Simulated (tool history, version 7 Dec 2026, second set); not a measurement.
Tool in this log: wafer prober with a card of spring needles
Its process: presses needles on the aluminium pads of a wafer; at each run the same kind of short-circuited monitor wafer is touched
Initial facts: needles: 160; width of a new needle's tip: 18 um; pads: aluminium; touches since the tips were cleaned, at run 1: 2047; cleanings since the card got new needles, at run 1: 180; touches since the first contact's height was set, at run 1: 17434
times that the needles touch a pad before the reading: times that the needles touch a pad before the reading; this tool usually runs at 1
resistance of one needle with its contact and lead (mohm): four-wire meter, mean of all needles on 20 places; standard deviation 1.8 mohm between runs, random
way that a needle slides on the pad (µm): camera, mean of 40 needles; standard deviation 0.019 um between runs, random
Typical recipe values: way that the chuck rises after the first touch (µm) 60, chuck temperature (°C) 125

run   hour  way that the chuck rises after the first touch (µm)  chuck temperature (°C)  times that the needles touch a pad before the reading  touches since the tips were cleaned  cleanings since the card got new needles  touches since the first contact's height was set  resistance of one needle with its contact and lead (mohm)  way that a needle slides on the pad (µm)
  1      0                                                   60                     125                                                      1                                 2047                                       180                                             17434                                                        291                                      8.43
       7.3  -- tips cleaned on abrasive film
        17  -- tips cleaned on abrasive film
      26.6  -- tips cleaned on abrasive film
      36.3  -- tips cleaned on abrasive film
  2   44.1                                                   60                     125                                                      1                                 3563                                       184                                             37485                                                        335                                      8.38
      46.6  -- tips cleaned on abrasive film
      56.2  -- tips cleaned on abrasive film
      68.3  -- tips cleaned on abrasive film
      80.4  -- tips cleaned on abrasive film
      90.9  -- tips cleaned on abrasive film
  3   90.9                                                   60                     125                                                      1                                    0                                       189                                             58770                                                        200                                      8.33
       103  -- tips cleaned on abrasive film
     115.1  -- tips cleaned on abrasive film
  4  117.2                                                   60                     125                                                      1                                  996                                       191                                             70755                                                        274                                      8.25
     126.9  -- tips cleaned on abrasive film
       139  -- tips cleaned on abrasive film
  5  142.9                                                   60                     125                                                      1                                 1806                                       193                                             82453                                                        323                                      8.23
     150.2  -- tips cleaned on abrasive film
     162.3  -- tips cleaned on abrasive film
     174.3  -- card fitted with new needles
  6  178.9                                                   60                     125                                                      2                                 2144                                         0                                              2144                                                        215                                      8.51
     186.2  -- tips cleaned on abrasive film
     198.3  -- tips cleaned on abrasive film
       208  -- tips cleaned on abrasive film
     210.5  -- tips cleaned on abrasive film, once more
     220.1  -- tips cleaned on abrasive film
  7  225.2                                                   60                     125                                                      2                                 2315                                         5                                             23144                                                        231                                      8.45
     230.1  -- tips cleaned on abrasive film
     242.2  -- tips cleaned on abrasive film
     251.8  -- tips cleaned on abrasive film
  8  252.1                                                   60                     125                                                      2                                  125                                         8                                             35363                                                        190                                      8.41
     261.8  -- tips cleaned on abrasive film
     273.9  -- tips cleaned on abrasive film
     285.9  -- tips cleaned on abrasive film
  9  288.6                                                   60                     125                                                      1                                 1233                                        11                                             51968                                                        241                                      8.34
     295.8  -- tips cleaned on abrasive film
     305.5  -- tips cleaned on abrasive film
     317.6  -- tips cleaned on abrasive film
     329.7  -- tips cleaned on abrasive film
     341.7  -- tips cleaned on abrasive film
 10  343.6                                                   46                     125                                                      1                                  856                                        16                                             77001                                                        264                                      6.31
     353.3  -- tips cleaned on abrasive film
     365.3  -- tips cleaned on abrasive film
     377.4  -- tips cleaned on abrasive film
 11  382.7                                                   46                     125                                                      1                                 2446                                        19                                             94835                                                        313                                      6.24
     387.6  -- tips cleaned on abrasive film
     399.7  -- tips cleaned on abrasive film
     409.4  -- tips cleaned on abrasive film
 12  415.4                                                   46                     125                                                      1                                 2775                                        22                                            109705                                                        315                                      6.18
     420.3  -- tips cleaned on abrasive film
     425.4  -- height of the first contact set anew
     432.7  -- tips cleaned on abrasive film
     444.8  -- tips cleaned on abrasive film
     454.4  -- tips cleaned on abrasive film
     466.5  -- tips cleaned on abrasive film
 13  473.5                                                   68                      26                                                      2                                 3218                                        27                                             21903                                                        208                                      9.53
     478.4  -- tips cleaned on abrasive film
     490.5  -- tips cleaned on abrasive film
     502.5  -- tips cleaned on abrasive film
     512.2  -- tips cleaned on abrasive film
 14  521.2                                                   68                      26                                                      2                                 4126                                        31                                             43615                                                        215                                      9.49
     523.7  -- tips cleaned on abrasive film
     533.4  -- tips cleaned on abrasive film
     545.5  -- tips cleaned on abrasive film
 15  550.5                                                   48                      26                                                      2                                 2338                                        34                                             56943                                                        249                                      6.62
     555.4  -- tips cleaned on abrasive film
     565.1  -- tips cleaned on abrasive film
     577.2  -- tips cleaned on abrasive film
     586.9  -- tips cleaned on abrasive film
 16  596.1                                                   60                      41                                                      2                                 4231                                        38                                             77658                                                        234                                      8.28
     598.6  -- tips cleaned on abrasive film
     610.6  -- tips cleaned on abrasive film
     622.7  -- tips cleaned on abrasive film
 17  627.4                                                   60                      40                                                      2                                 2173                                        41                                             91921                                                        221                                      8.25
     634.7  -- tips cleaned on abrasive film
     646.8  -- tips cleaned on abrasive film
     656.5  -- tips cleaned on abrasive film
 18  665.6                                                   60                      40                                                      2                                 4185                                        44                                            109296                                                        235                                      8.22
     668.1  -- tips cleaned on abrasive film
     675.6  -- height of the first contact set anew
     680.4  -- tips cleaned on abrasive film
     692.5  -- tips cleaned on abrasive film
 19  695.7                                                   60                      40                                                      2                                 1464                                        47                                              9157                                                        209                                      8.46
       703  -- tips cleaned on abrasive film
     715.1  -- tips cleaned on abrasive film
 20  722.2                                                   68                      32                                                      1                                 3257                                        49                                             21209                                                        250                                      9.52

Run 21 has not been measured yet. What should we expect?
       727  -- tips cleaned on abrasive film
     736.7  -- tips cleaned on abrasive film
     748.8  -- tips cleaned on abrasive film
     760.9  -- tips cleaned on abrasive film
 21  768.1                                                   68                      32                                                      1                                 3328                                        53                                             42124                                                          ?                                         ?

resistance of one needle with its contact and lead (mohm): 256
way that a needle slides on the pad (µm): 9.53
Take away the tool's hidden state, keep the run-to-run variation as it was, and the same run would have given resistance of one needle with its contact and lead (mohm) 161, way that a needle slides on the pad (µm) 9.62.

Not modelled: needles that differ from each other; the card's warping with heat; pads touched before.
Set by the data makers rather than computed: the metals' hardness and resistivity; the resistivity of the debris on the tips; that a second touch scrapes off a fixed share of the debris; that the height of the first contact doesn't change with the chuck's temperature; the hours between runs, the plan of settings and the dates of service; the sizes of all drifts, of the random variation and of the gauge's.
